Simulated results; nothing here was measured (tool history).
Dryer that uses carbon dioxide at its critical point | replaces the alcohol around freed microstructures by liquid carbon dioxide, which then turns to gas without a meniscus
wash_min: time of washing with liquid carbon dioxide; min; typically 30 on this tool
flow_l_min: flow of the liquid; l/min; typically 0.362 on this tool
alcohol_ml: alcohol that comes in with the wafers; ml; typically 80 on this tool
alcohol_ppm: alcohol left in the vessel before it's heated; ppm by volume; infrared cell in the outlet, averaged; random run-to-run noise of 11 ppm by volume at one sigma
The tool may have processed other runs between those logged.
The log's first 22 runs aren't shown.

run	day	wash_min	flow_l_min	alcohol_ml	alcohol_ppm
23	16.796	24	0.346	30	937
24	17.367	20	0.378	20	822
25	18.038	20	0.378	20	847
26	18.529	41	0.362	80	340
27	19.292	30	0.362	46	653
28	20.154	30	0.362	46	640
29	20.892	20	0.515	21	416
30	21.85	20	0.515	21	426
31	22.775	32	0.471	22	183
32	23.525	21	0.328	80	3831
33	24	23	0.301	64	3218
34	24.696	30	0.409	109	981
35	25.238	22	0.514	48	647
36	26.025	22	0.591	38	385
37	26.475	24	0.571	80	543
38	26.904	22	0.496	106	1553
39	27.45	22	0.244	21	1839
40	27.925	46	0.362	80	286
41	28.658	38	0.283	80	1254
42	29.571	30	0.451	92	668

5 ways to go on from here, each from the tool as it stands after run 42. What would each give?
A	30.208	46	0.227	34	?
B	30.208	30	0.3	80	?
C	30.208	30	0.519	101	?
D	30.208	26	0.446	100	?
E	30.208	30	0.238	81	?

run	alcohol_ppm
A	657
B	2169
C	437
D	1235
E	3899
Take away the tool's hidden state, keep each run's random variation, and the runs would have read:
run	alcohol_ppm
A	318
B	1323
C	144
D	636
E	2662

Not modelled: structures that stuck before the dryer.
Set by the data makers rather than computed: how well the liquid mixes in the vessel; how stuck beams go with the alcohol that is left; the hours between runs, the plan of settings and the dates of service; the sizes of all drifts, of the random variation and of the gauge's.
